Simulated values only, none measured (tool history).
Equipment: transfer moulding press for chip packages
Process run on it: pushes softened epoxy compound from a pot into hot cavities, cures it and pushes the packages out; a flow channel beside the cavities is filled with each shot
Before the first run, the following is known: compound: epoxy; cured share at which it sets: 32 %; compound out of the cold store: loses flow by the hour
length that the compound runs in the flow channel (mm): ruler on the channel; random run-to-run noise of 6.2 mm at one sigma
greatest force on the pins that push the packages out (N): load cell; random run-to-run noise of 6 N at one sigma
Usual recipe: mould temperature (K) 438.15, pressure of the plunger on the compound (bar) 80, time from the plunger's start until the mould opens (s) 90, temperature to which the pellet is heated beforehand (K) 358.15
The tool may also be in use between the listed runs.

| run | hour | mould temperature (K) | pressure of the plunger on the compound (bar) | time from the plunger's start until the mould opens (s) | temperature to which the pellet is heated beforehand (K) | incoming compound's hours out of the cold store | length that the compound runs in the flow channel (mm) | greatest force on the pins that push the packages out (N) |
|---|---|---|---|---|---|---|---|---|
| 1 | 0 | 438.15 | 80 | 90 | 358.15 | 25.5 | 858 | 226 |
|  | 22.8 | cavities cleaned with cleaning compound and waxed |
|  | 59.4 | plunger's sealing rings changed |
|  | 84.6 | cavities cleaned with cleaning compound and waxed |
| 2 | 87.8 | 438.15 | 80 | 90 | 358.15 | 27.7 | 862 | 218 |
|  | 139.5 | cavities cleaned with cleaning compound and waxed |
| 3 | 168.1 | 438.15 | 80 | 90 | 358.15 | 14.6 | 896 | 220 |
|  | 198.2 | cavities cleaned with cleaning compound and waxed |
|  | 252.9 | cavities cleaned with cleaning compound and waxed |
| 4 | 262.7 | 438.15 | 80 | 90 | 358.15 | 27.8 | 861 | 226 |
|  | 314.1 | cavities cleaned with cleaning compound and waxed |
| 5 | 336.2 | 438.15 | 80 | 90 | 358.15 | 47.9 | 790 | 222 |
|  | 370 | cavities cleaned with cleaning compound and waxed |
| 6 | 388.1 | 438.15 | 80 | 90 | 358.15 | 16.9 | 883 | 226 |
|  | 427.4 | cavities cleaned with cleaning compound and waxed |
|  | 486.9 | cavities cleaned with cleaning compound and waxed |
| 7 | 488 | 438.15 | 80 | 90 | 358.15 | 30.8 | 845 | 215 |
|  | 546.9 | cavities cleaned with cleaning compound and waxed |
|  | 561.8 | mould's thermocouples calibrated |
| 8 | 561.8 | 438.15 | 80 | 90 | 358.15 | 10.3 | 924 | 224 |
|  | 600.2 | plunger's sealing rings changed |
|  | 607 | cavities cleaned with cleaning compound and waxed |
| 9 | 630.3 | 439.15 | 80 | 90 | 358.15 | 38.1 | 817 | 214 |
|  | 663.6 | cavities cleaned with cleaning compound and waxed |
| 10 | 704 | 439.15 | 80 | 90 | 358.15 | 39.1 | 825 | 213 |
|  | 722.2 | cavities cleaned with cleaning compound and waxed |
| 11 | 751.7 | 438.15 | 80 | 90 | 358.15 | 8.4 | 927 | 235 |
|  | 778.9 | cavities cleaned with cleaning compound and waxed |
|  | 836.8 | cavities cleaned with cleaning compound and waxed |
| 12 | 838.2 | 438.15 | 80 | 90 | 358.15 | 22.7 | 872 | 220 |
|  | 890.2 | cavities cleaned with cleaning compound and waxed |
| 13 | 926 | 438.15 | 80 | 90 | 358.15 | 27.9 | 852 | 224 |
|  | 946.1 | cavities cleaned with cleaning compound and waxed |
|  | 1006.2 | cavities cleaned with cleaning compound and waxed |
| 14 | 1020.5 | 438.15 | 71.6 | 107 | 358.15 | 43.4 | 766 | 182 |
|  | 1063.8 | cavities cleaned with cleaning compound and waxed |
| 15 | 1067.1 | 438.15 | 71.6 | 107 | 358.15 | 36.5 | 789 | 181 |
|  | 1117.7 | cavities cleaned with cleaning compound and waxed |
| 16 | 1119.2 | 438.15 | 71.6 | 107 | 358.15 | 17.5 | 845 | 183 |
|  | 1140 | plunger's sealing rings changed |
| 17 | 1164.1 | 438.15 | 86.4 | 71 | 358.15 | 33 | 874 | 388 |
|  | 1180.3 | cavities cleaned with cleaning compound and waxed |
| 18 | 1222.3 | 446.15 | 96.8 | 120 | 365.15 | 31.3 | 903 | 193 |
|  | 1240.9 | cavities cleaned with cleaning compound and waxed |
| 19 | 1278.7 | 438.15 | 80 | 75 | 358.15 | 23.7 | 869 | 330 |
|  | 1296.2 | cavities cleaned with cleaning compound and waxed |
|  | 1349.1 | cavities cleaned with cleaning compound and waxed |
| 20 | 1365.9 | 438.15 | 80 | 75 | 358.15 | 12 | 908 | 362 |
|  | 1402.6 | cavities cleaned with cleaning compound and waxed |
| 21 | 1434.1 | 446.15 | 77.5 | 90 | 350.15 | 36.5 | 792 | 188 |
|  | 1456.1 | cavities cleaned with cleaning compound and waxed |
| 22 | 1483.2 | 443.15 | 77.5 | 90 | 366.15 | 10.8 | 874 | 204 |
|  | 1511.2 | cavities cleaned with cleaning compound and waxed |
|  | 1566.2 | cavities cleaned with cleaning compound and waxed |
| 23 | 1576.2 | 438.15 | 81.9 | 111 | 358.15 | 43.7 | 817 | 175 |
|  | 1624.2 | cavities cleaned with cleaning compound and waxed |
| 24 | 1634.6 | 438.15 | 81.9 | 111 | 358.15 | 10.3 | 912 | 196 |
|  | 1677.6 | plunger's sealing rings changed |
|  | 1679.1 | cavities cleaned with cleaning compound and waxed |
| 25 | 1722 | 438.15 | 80 | 90 | 358.15 | 47.8 | 782 | 212 |
|  | 1734.4 | cavities cleaned with cleaning compound and waxed |
|  | 1790.6 | cavities cleaned with cleaning compound and waxed |
| 26 | 1810.8 | 434.15 | 81.5 | 90 | 348.15 | 23.7 | 886 | 305 |

Run by run, hidden condition taken away, random variation retained:
Hidden conditions of the tool in this case: true mould temperature over the reading, C; pressure that reaches the compound, % of what is set; grip of the stained cavities, % over clean ones'; drift of the gauge itself on flow_mm, %; drift of the gauge itself on push_out_n, %.
| run | greatest force on the pins that push the packages out (N) |
|---|---|
| 1 | 223 |
| 2 | 218 |
| 3 | 217 |
| 4 | 225 |
| 5 | 219 |
| 6 | 224 |
| 7 | 215 |
| 8 | 222 |
| 9 | 211 |
| 10 | 209 |
| 11 | 231 |
| 12 | 220 |
| 13 | 220 |
| 14 | 181 |
| 15 | 181 |
| 16 | 183 |
| 17 | 380 |
| 18 | 189 |
| 19 | 325 |
| 20 | 359 |
| 21 | 185 |
| 22 | 201 |
| 23 | 173 |
| 24 | 195 |
| 25 | 208 |
| 26 | 302 |
length that the compound runs in the flow channel (mm): within 3 of the measured result in every run.
